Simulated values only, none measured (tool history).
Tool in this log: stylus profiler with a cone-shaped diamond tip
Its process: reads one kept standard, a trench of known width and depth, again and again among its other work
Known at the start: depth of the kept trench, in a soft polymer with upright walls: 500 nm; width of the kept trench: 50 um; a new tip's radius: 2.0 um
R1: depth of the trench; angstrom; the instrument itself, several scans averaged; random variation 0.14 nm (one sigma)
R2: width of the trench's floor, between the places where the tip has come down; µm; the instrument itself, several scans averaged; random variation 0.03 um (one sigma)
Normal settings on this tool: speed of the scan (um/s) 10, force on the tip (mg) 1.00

{"run": 1, "hour": 0.0, "speed of the scan (um/s)": 10, "force on the tip (mg)": 1.0, "R1": 5042.2, "R2": 47.15}
{"run": 2, "hour": 43.1, "speed of the scan (um/s)": 15, "force on the tip (mg)": 1.0, "R1": 5045.9, "R2": 47.12}
{"run": 3, "hour": 73.1, "speed of the scan (um/s)": 15, "force on the tip (mg)": 1.0, "R1": 5044.1, "R2": 47.05}
{"run": 4, "hour": 113.4, "speed of the scan (um/s)": 10, "force on the tip (mg)": 1.0, "R1": 5043.7, "R2": 47.1}
{"run": 5, "hour": 186.0, "speed of the scan (um/s)": 7, "force on the tip (mg)": 1.0, "R1": 5042.9, "R2": 47.15}
{"run": 6, "hour": 249.1, "speed of the scan (um/s)": 10, "force on the tip (mg)": 1.36, "R1": 5052.7, "R2": 47.09}
{"run": 7, "hour": 293.3, "speed of the scan (um/s)": 10, "force on the tip (mg)": 1.36, "R1": 5056.5, "R2": 47.11}
{"run": 8, "hour": 360.3, "speed of the scan (um/s)": 10, "force on the tip (mg)": 1.36, "R1": 5055.2, "R2": 47.11}
{"run": 9, "hour": 394.6, "speed of the scan (um/s)": 7, "force on the tip (mg)": 1.36, "R1": 5053.3, "R2": 47.09}
{"run": 10, "hour": 436.2, "speed of the scan (um/s)": 5, "force on the tip (mg)": 1.04, "R1": 5043.4, "R2": 47.08}
{"run": 11, "hour": 474.7, "speed of the scan (um/s)": 5, "force on the tip (mg)": 1.04, "R1": 5045.0, "R2": 47.13}
{"run": 12, "hour": 526.2, "speed of the scan (um/s)": 21, "force on the tip (mg)": 1.9, "R1": 5067.1, "R2": 47.02}
{"run": 13, "hour": 572.1, "speed of the scan (um/s)": 2, "force on the tip (mg)": 1.29, "R1": 5051.0, "R2": 47.12}
{"run": 14, "hour": 609.4, "speed of the scan (um/s)": 19, "force on the tip (mg)": 0.48, "R1": 5024.4, "R2": 46.84}
{"run": 15, "hour": 680.5, "speed of the scan (um/s)": 19, "force on the tip (mg)": 0.47, "R1": 5023.5, "R2": 46.9}
{"run": 16, "hour": 750.8, "speed of the scan (um/s)": 2, "force on the tip (mg)": 0.99, "R1": 5045.0, "R2": 47.1}

Predict each of these 4 candidate next runs independently; none follows another, all start after run 16:
{"run": "A", "hour": 799.6, "speed of the scan (um/s)": 11, "force on the tip (mg)": 2.42, "R1": "?", "R2": "?"}
{"run": "B", "hour": 799.6, "speed of the scan (um/s)": 3, "force on the tip (mg)": 0.71, "R1": "?", "R2": "?"}
{"run": "C", "hour": 799.6, "speed of the scan (um/s)": 2, "force on the tip (mg)": 1.13, "R1": "?", "R2": "?"}
{"run": "D", "hour": 799.6, "speed of the scan (um/s)": 6, "force on the tip (mg)": 1.45, "R1": "?", "R2": "?"}

run=A R1=5078.5 R2=47.01
run=B R1=5032.1 R2=47.02
run=C R1=5046.1 R2=47.12
run=D R1=5052.8 R2=47.06
The same runs, with their run-to-run variation unchanged, on a tool lacking any hidden condition would have given:
run=A R1=5082.1 R2=47.27
run=B R1=5035.7 R2=47.28
run=C R1=5049.7 R2=47.38
run=D R1=5056.5 R2=47.32
